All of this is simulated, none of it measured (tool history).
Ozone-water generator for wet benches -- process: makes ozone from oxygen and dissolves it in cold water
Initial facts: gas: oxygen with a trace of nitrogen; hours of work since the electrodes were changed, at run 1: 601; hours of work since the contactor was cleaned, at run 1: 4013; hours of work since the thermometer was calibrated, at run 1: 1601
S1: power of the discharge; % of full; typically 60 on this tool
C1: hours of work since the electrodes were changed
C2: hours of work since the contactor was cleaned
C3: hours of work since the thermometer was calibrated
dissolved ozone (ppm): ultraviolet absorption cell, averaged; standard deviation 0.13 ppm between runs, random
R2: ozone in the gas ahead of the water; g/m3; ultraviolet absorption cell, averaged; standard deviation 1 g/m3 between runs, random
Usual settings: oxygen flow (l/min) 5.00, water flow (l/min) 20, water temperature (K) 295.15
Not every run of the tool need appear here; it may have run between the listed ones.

run 1 day=0.000 | S1=60 oxygen_flow_(l/min)=5.00 water_flow_(l/min)=20 water_temperature_(K)=295.15 | C1=601 C2=4013 C3=1601 | dissolved_ozone_(ppm)=13.1 R2=178.3
run 2 day=3.396 | S1=60 oxygen_flow_(l/min)=5.00 water_flow_(l/min)=15 water_temperature_(K)=295.15 | C1=679 C2=4091 C3=1679 | dissolved_ozone_(ppm)=16.6 R2=177.9
run 3 day=6.571 | S1=60 oxygen_flow_(l/min)=5.00 water_flow_(l/min)=20 water_temperature_(K)=295.15 | C1=752 C2=4164 C3=1752 | dissolved_ozone_(ppm)=13.1 R2=176.5
run 4 day=8.354 | S1=60 oxygen_flow_(l/min)=5.00 water_flow_(l/min)=20 water_temperature_(K)=295.15 | C1=793 C2=4205 C3=1793 | dissolved_ozone_(ppm)=13.1 R2=177.1
run 5 day=10.292 | S1=60 oxygen_flow_(l/min)=5.00 water_flow_(l/min)=20 water_temperature_(K)=288.15 | C1=838 C2=4250 C3=1838 | dissolved_ozone_(ppm)=14.3 R2=176.6
run 6 day=14.308 | S1=80 oxygen_flow_(l/min)=5.00 water_flow_(l/min)=23 water_temperature_(K)=295.15 | C1=930 C2=4342 C3=1930 | dissolved_ozone_(ppm)=14.1 R2=217.8
run 7 day=18.350 | S1=80 oxygen_flow_(l/min)=5.00 water_flow_(l/min)=23 water_temperature_(K)=295.15 | C1=1023 C2=4435 C3=2023 | dissolved_ozone_(ppm)=13.9 R2=214.7
run 8 day=20.688 | S1=80 oxygen_flow_(l/min)=5.00 water_flow_(l/min)=23 water_temperature_(K)=295.15 | C1=1077 C2=4489 C3=2077 | dissolved_ozone_(ppm)=14.1 R2=216.6
run 9 day=23.612 | S1=80 oxygen_flow_(l/min)=3.33 water_flow_(l/min)=23 water_temperature_(K)=294.15 | C1=1144 C2=4557 C3=2145 | dissolved_ozone_(ppm)=14.4 R2=276.7
run 10 day=27.358 | S1=42 oxygen_flow_(l/min)=6.26 water_flow_(l/min)=15 water_temperature_(K)=288.15 | C1=1231 C2=4643 C3=2231 | dissolved_ozone_(ppm)=14.1 R2=120.1

Difference, measured minus no-hidden-state, one row per run. Run-to-run variation is common to both terms; the gauge's own scatter need not be:
Unlogged tool condition in this case: yield of the discharge, % of new electrodes'; contactor's efficiency, % of a clean one's; true water temperature over the reading, C; drift of the gauge itself on ozone_ppm, %; drift of the gauge itself on gas_g_m3, %.
run=1 R2=+0.0
run=2 R2=-0.1
run=3 R2=-0.3
run=4 R2=-0.3
run=5 R2=-0.5
run=6 R2=-0.8
run=7 R2=-1.0
run=8 R2=-1.1
run=9 R2=-1.7
run=10 R2=-0.9
dissolved ozone (ppm): the difference is 0 for every run.
